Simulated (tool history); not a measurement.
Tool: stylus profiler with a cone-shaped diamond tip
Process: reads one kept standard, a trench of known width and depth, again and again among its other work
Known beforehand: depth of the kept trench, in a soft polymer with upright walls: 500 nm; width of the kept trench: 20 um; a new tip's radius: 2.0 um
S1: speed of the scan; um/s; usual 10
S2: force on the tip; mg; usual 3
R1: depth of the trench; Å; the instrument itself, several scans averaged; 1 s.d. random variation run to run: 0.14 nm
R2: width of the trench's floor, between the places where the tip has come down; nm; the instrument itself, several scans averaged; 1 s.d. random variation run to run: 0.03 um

{"run": 1, "hour": 0.0, "S1": 10, "S2": 3, "R1": 5040.2, "R2": 17180}
{"run": 2, "hour": 28.8, "S1": 10, "S2": 3, "R1": 5042.8, "R2": 17200}
{"run": 3, "hour": 55.3, "S1": 10, "S2": 3, "R1": 5040.9, "R2": 17160}
{"run": 4, "hour": 84.6, "S1": 10, "S2": 3, "R1": 5040.5, "R2": 17150}
{"run": 5, "hour": 109.5, "S1": 10, "S2": 3, "R1": 5040.9, "R2": 17130}
{"run": 6, "hour": 138.8, "S1": 10, "S2": 3, "R1": 5041.1, "R2": 17110}
{"run": 7, "hour": 175.1, "S1": 10, "S2": 3, "R1": 5038.9, "R2": 17090}
{"run": 8, "hour": 198.6, "S1": 10, "S2": 3, "R1": 5039.1, "R2": 17080}
{"run": 9, "hour": 230.5, "S1": 10, "S2": 3, "R1": 5039.2, "R2": 17120}
{"run": 10, "hour": 258.3, "S1": 10, "S2": 3, "R1": 5037.7, "R2": 17010}
{"run": 11, "hour": 289.6, "S1": 10, "S2": 3, "R1": 5038.7, "R2": 17090}
{"run": 12, "hour": 320.3, "S1": 5, "S2": 2.53, "R1": 5032.7, "R2": 17050}
{"run": 13, "hour": 354.4, "S1": 4, "S2": 2.62, "R1": 5030.4, "R2": 16990}
{"run": 14, "hour": 384.1, "S1": 15, "S2": 2.62, "R1": 5033.2, "R2": 16950}
{"run": 15, "hour": 399.7, "S1": 15, "S2": 3, "R1": 5037.9, "R2": 17040}
{"run": 16, "hour": 427.9, "S1": 11, "S2": 4.11, "R1": 5048.3, "R2": 16980}
{"run": 17, "hour": 450.3, "S1": 11, "S2": 4.11, "R1": 5044.1, "R2": 16980}
{"run": 18, "hour": 480.7, "S1": 11, "S2": 4.11, "R1": 5048.7, "R2": 16970}
{"run": 19, "hour": 515.3, "S1": 18, "S2": 8.77, "R1": 5082.3, "R2": 16880}

Consider 3 possible next runs. They are alternatives, not a sequence: every one starts from the tool as it was left by run 19. What does each give?
{"run": "A", "hour": 543.4, "S1": 5, "S2": 1.7, "R1": "?", "R2": "?"}
{"run": "B", "hour": 543.4, "S1": 3, "S2": 1.59, "R1": "?", "R2": "?"}
{"run": "C", "hour": 543.4, "S1": 10, "S2": 3.52, "R1": "?", "R2": "?"}

run=A R1=5022.9 R2=17000
run=B R1=5019.7 R2=16940
run=C R1=5040.2 R2=16910
Without the tool's hidden state the same runs would have given:
run=A R1=5030.8 R2=17410
run=B R1=5027.5 R2=17360
run=C R1=5048 R2=17320

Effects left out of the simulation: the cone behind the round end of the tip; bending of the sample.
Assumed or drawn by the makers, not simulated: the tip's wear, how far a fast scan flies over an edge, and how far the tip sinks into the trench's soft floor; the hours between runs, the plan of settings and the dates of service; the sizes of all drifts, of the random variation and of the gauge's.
